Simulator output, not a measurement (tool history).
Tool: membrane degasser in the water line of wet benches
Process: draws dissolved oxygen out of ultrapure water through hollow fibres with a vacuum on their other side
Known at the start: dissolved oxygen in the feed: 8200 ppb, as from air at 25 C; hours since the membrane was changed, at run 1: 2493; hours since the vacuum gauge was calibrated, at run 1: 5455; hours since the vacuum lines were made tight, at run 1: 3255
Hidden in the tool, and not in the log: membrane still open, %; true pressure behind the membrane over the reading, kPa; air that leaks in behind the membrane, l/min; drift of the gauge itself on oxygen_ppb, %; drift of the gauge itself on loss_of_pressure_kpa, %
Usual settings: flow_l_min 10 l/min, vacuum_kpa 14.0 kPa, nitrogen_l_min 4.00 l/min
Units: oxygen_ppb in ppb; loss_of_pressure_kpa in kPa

run,hour,flow_l_min,vacuum_kpa,nitrogen_l_min,hours since the membrane was changed,hours since the vacuum gauge was calibrated,hours since the vacuum lines were made tight,oxygen_ppb,loss_of_pressure_kpa
1,0.0,10,14.0,4.00,2493,5455,3255,91.7,26.66
2,62.8,10,14.0,4.00,2556,5517,3317,93.4,26.58
3,100.8,10,14.0,4.00,2594,5555,3355,94.4,26.67
4,179.2,6,14.0,4.00,2672,5634,3434,45.5,16.01
5,215.0,6,14.0,4.00,2708,5670,3470,46.0,16.03
6,259.4,10,14.0,5.77,2752,5714,3514,73.6,26.79
7,318.3,9,14.0,5.77,2811,5773,3573,62.2,24.49
8,388.7,9,14.0,5.77,2882,5843,3643,61.1,24.11
9,431.1,9,14.0,5.77,2924,5886,3686,62.4,24.02
10,487.5,9,14.0,5.77,2980,5942,3742,62.4,24.38
11,551.0,10,14.0,4.00,3044,6006,3806,93.3,26.67
# hour 556.8: vacuum gauge calibrated
12,618.5,10,14.0,4.00,3111,62,3873,94.0,26.86
13,653.1,10,8.8,4.00,3145,96,3907,62.5,26.85
14,732.0,10,8.8,4.00,3224,175,3986,62.2,26.72
15,801.6,9,12.3,4.00,3294,245,4056,72.2,24.36
16,854.9,8,15.7,6.18,3347,298,4109,54.2,21.56
# hour 891.1: vacuum gauge calibrated, once more
17,891.1,10,16.7,8.17,3383,0,4145,67.4,26.79
18,946.7,7,9.1,2.15,3439,56,4200,56.4,18.76
19,1006.6,9,17.3,2.15,3498,115,4260,164.4,24.19
20,1063.1,10,21.4,10.34,3555,172,4317,72.7,26.72
21,1109.6,10,12.3,10.34,3601,219,4363,49.7,26.91
22,1153.8,14,14.0,6.14,3646,263,4408,133.6,37.35
23,1229.6,14,21.5,2.94,3721,339,4483,276.5,37.41
24,1269.8,15,14.0,2.65,3762,379,4523,235.1,40.71
25,1324.6,6,11.1,2.36,3816,433,4578,54.9,16.08
26,1398.9,6,28.4,5.87,3891,508,4653,70.5,16.19
27,1460.7,6,28.4,5.87,3953,570,4714,69.7,16.09

Forecast each of these 5 alternatives for the next run:
A,1507.2,10,10.7,4.00,3999,616,4761,?,?
B,1507.2,13,19.1,2.73,3999,616,4761,?,?
C,1507.2,12,14.0,4.00,3999,616,4761,?,?
D,1507.2,7,14.0,3.66,3999,616,4761,?,?
E,1507.2,9,18.9,1.76,3999,616,4761,?,?

run,oxygen_ppb,loss_of_pressure_kpa
A,74.1,26.62
B,238.2,35.12
C,128.2,32.36
D,61.1,19.28
E,215.3,24.32
Without the tool's hidden state the same runs would have given:
run,oxygen_ppb,loss_of_pressure_kpa
A,70.8,26.19
B,231.6,34.57
C,123.2,31.85
D,59.0,18.98
E,210.2,23.94
